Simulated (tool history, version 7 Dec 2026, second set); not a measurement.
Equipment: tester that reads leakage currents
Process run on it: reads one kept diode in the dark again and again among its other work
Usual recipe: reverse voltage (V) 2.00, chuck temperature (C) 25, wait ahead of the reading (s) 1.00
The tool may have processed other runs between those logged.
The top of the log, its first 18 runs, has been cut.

run	hour	reverse voltage (V)	chuck temperature (C)	wait ahead of the reading (s)	hours of work since the probe card was cleaned	hours of work since the tester was calibrated	hours of work since the chuck was calibrated	current that the tester gives (pA)
19	1854.6	2.00	26	1.00	1479	2614	801	106.27
20	1958.8	2.00	25	1.00	1547	2683	870	97.42
21	2090.7	2.00	25	1.00	1634	2770	956	97.46
22	2161.9	2.00	25	1.00	1681	2817	1003	97.02
23	2260.8	2.00	25	2.57	1746	2882	1068	96.52
24	2348.0	8.09	28	6.99	1803	2939	1126	217.54
25	2479.1	4.14	36	4.45	1890	3025	1212	295.92
# hour 2609.1: probe card cleaned and baked
26	2618.7	2.00	32	1.00	6	3115	1302	160.36
27	2685.4	2.00	47	1.00	50	3159	1346	464.05
28	2822.7	2.00	47	1.00	141	3250	1436	461.74
29	2890.7	2.00	47	1.00	185	3294	1481	462.34
30	3015.4	2.00	47	1.00	267	3376	1563	461.36
31	3080.1	6.61	54	0.60	310	3419	1606	1187.32
# hour 3185.0: chuck's temperature calibrated
32	3209.1	6.61	54	0.60	394	3502	16	1302.72
33	3280.5	2.57	31	0.52	441	3549	63	179.43
34	3380.7	2.57	31	0.38	507	3615	129	179.49
35	3478.2	1.09	25	1.00	571	3680	193	80.06
36	3620.5	1.09	25	1.00	664	3773	287	79.51
37	3762.4	2.01	25	1.00	758	3867	380	100.92
38	3881.2	13.66	22	1.57	836	3945	458	180.34
39	3992.9	1.23	39	1.00	909	4018	532	231.18
40	4081.1	1.23	58	6.87	967	4076	590	825.30

Below are 4 alternative next runs, each starting from the tool's condition after run 40. Predict each:
A	4151.4	2.00	32	1.00	1014	4123	636	?
B	4151.4	2.00	25	3.52	1014	4123	636	?
C	4151.4	1.10	23	6.38	1014	4123	636	?
D	4151.4	2.00	25	0.80	1014	4123	636	?

run	current that the tester gives (pA)
A	169.87
B	99.49
C	66.98
D	100.33
Take away the tool's hidden state, keep each run's random variation, and the runs would have read:
run	current that the tester gives (pA)
A	170.38
B	99.51
C	67.16
D	100.34
